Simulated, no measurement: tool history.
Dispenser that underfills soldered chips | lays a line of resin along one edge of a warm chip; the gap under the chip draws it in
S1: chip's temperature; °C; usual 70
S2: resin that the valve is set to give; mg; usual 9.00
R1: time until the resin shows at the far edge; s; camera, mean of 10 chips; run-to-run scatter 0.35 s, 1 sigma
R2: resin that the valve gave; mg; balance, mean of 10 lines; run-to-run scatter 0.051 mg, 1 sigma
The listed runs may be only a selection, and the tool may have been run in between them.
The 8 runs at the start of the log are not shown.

run  hour  S1    S2    R1    R2
  9  28.9  64  8.56  57.0  8.00
     29.7  -- new syringe of resin
 10  32.9  64  8.56  28.2  8.08
     35.7  -- dispensing valve cleaned and set on the balance
 11  36.5  70  9.00  24.3  9.06
 12  38.8  70  9.00  27.9  9.08
 13  41.5  70  7.79  33.4  7.79
 14  46.8  70  7.79  44.4  7.71
     47.4  -- new syringe of resin
 15  52.3  72  7.79  22.1  7.78
 16  56.0  72  7.79  27.3  7.72
 17  59.2  70  9.00  34.1  8.92
 18  62.3  70  9.00  41.5  8.93

Estimate the outcome of run 19 from the log above:
     63.9  -- new syringe of resin
 19  65.5  73  9.00   ?   ?

R1: 16.8 s
R2: 8.87 mg
Had the tool carried no hidden state, the very same run would have given R1 16.1 s, R2 8.95 mg.
